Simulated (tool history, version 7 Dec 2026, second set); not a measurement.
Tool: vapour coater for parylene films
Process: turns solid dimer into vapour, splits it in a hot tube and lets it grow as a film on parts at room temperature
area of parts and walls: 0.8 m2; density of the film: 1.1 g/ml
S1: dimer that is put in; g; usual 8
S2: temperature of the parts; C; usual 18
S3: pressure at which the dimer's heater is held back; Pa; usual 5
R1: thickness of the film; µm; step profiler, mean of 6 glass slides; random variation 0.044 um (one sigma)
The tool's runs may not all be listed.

Run 1, hour 0: usual settings. Result: R1 4.83 µm.
Run 2, hour 39.3: usual settings. Result: R1 4.81 µm.
Run 3, hour 103.2: usual settings. Result: R1 4.68 µm.
Run 4, hour 166.9: usual settings. Result: R1 4.68 µm.
Run 5, hour 203.2: usual settings. Result: R1 4.72 µm.
Run 6, hour 249.3: usual settings but S2 25 C. Result: R1 3.52 µm.
Run 7, hour 303.4: usual settings but S2 25 C. Result: R1 3.54 µm.
Run 8, hour 332.6: usual settings but S2 25 C. Result: R1 3.5 µm.
Run 9, hour 378.3: usual settings but S2 25 C. Result: R1 3.51 µm.
Run 10, hour 430: usual settings but S2 25 C. Result: R1 3.45 µm.
Run 11, hour 484.9: usual settings. Result: R1 4.52 µm.
Run 12, hour 541.5: usual settings. Result: R1 4.52 µm.
Run 13, hour 574.4: usual settings but S3 4.03 Pa. Result: R1 4.62 µm.
Run 14, hour 622.9: usual settings but S3 4.03 Pa. Result: R1 4.62 µm.
Run 15, hour 670.7: usual settings. Result: R1 4.35 µm.
Run 16, hour 700.4: usual settings but S2 20 C. Result: R1 4.01 µm.
Run 17, hour 730.4: usual settings but S2 20 C. Result: R1 4.01 µm.
Run 18, hour 773.7: usual settings but S3 2.74 Pa. Result: R1 4.85 µm.
Run 19, hour 816.7: usual settings but S3 2.74 Pa. Result: R1 4.81 µm.
Run 20, hour 876.8: usual settings but S1 3 g, S3 2.74 Pa. Result: R1 1.85 µm.
Run 21, hour 915.5: usual settings but S1 3 g. Result: R1 1.57 µm.
Run 22, hour 954.6: usual settings but S1 3 g, S2 15 C. Result: R1 1.73 µm.
At hour 996.3: trap's valve overhauled.
Run 23, hour 1014.9: usual settings. Result: R1 4.62 µm.
Run 24, hour 1048: usual settings but S3 3.26 Pa. Result: R1 5.02 µm.
Run 25, hour 1106.3: usual settings but S3 3.26 Pa. Result: R1 5.07 µm.
Run 26, hour 1164.7: usual settings but S3 3.26 Pa. Result: R1 5.07 µm.
Run 27, hour 1197.9: usual settings but S3 3.26 Pa. Result: R1 4.96 µm.
Run 28, hour 1232.7: usual settings but S1 6 g, S2 22 C, S3 2.13 Pa. Result: R1 3.43 µm.
Run 29, hour 1261.8: usual settings but S2 15 C, S3 2.57 Pa. Result: R1 5.89 µm.
Run 30, hour 1301: usual settings but S1 13 g, S2 20 C, S3 6.3 Pa. Result: R1 6.41 µm.
Run 31, hour 1347.5: usual settings but S1 4 g, S2 29 C. Result: R1 1.41 µm.
At hour 1362.9: table's thermometer calibrated.
Run 32, hour 1407: usual settings but S3 2.09 Pa. Result: R1 5.6 µm.
Run 33, hour 1457.8: usual settings but S2 22 C, S3 6.06 Pa. Result: R1 3.75 µm.
Run 34, hour 1500.8: usual settings but S2 22 C, S3 6.06 Pa. Result: R1 3.73 µm.
Run 35, hour 1539.7: usual settings but S2 22 C, S3 6.06 Pa. Result: R1 3.79 µm.
Run 36, hour 1575.1: usual settings but S3 2.6 Pa. Result: R1 5.21 µm.
Run 37, hour 1609.4: usual settings but S2 22 C, S3 3.39 Pa. Result: R1 4.29 µm.
Run 38, hour 1651.8: usual settings but S2 22 C, S3 3.39 Pa. Result: R1 4.13 µm.
Run 39, hour 1693.4: usual settings but S2 22 C, S3 3.39 Pa. Result: R1 4.2 µm.
Run 40, hour 1734.5: usual settings but S2 22 C, S3 3.39 Pa. Result: R1 4.24 µm.
Run 41, hour 1783.2: usual settings but S2 22 C, S3 3.39 Pa. Result: R1 4.13 µm.
Run 42, hour 1829.6: usual settings but S1 6 g, S3 2 Pa. Result: R1 4.01 µm.
Run 43, hour 1891.4: usual settings but S1 13 g, S2 30 C, S3 3.91 Pa. Result: R1 4.73 µm.
Run 44, hour 1931.2: usual settings but S1 12 g, S2 14 C, S3 11.48 Pa. Result: R1 6.27 µm.
Run 45, hour 1960.4: usual settings but S1 12 g, S2 28 C, S3 11.48 Pa. Result: R1 3.63 µm.
At hour 1993.7: trap's valve overhauled.
Run 46, hour 2013.4: usual settings but S1 4 g, S2 14 C, S3 5.88 Pa. Result: R1 2.68 µm.
Run 47, hour 2048.3: usual settings but S3 4.13 Pa. Result: R1 4.86 µm.

3 ways to go on from here, each from the tool as it stands after run 47. What would each give?
Run A, hour 2076.3: usual settings but S1 12 g, S3 3.62 Pa. Result: R1 ?.
Run B, hour 2076.3: usual settings but S1 12 g, S2 11 C, S3 4.13 Pa. Result: R1 ?.
Run C, hour 2076.3: usual settings but S3 3.89 Pa. Result: R1 ?.

run    R1
  A  7.66
  B  9.72
  C  5.03
Without the tool's hidden state the same runs would have given:
run     R1
  A   7.92
  B  10.05
  C    5.2
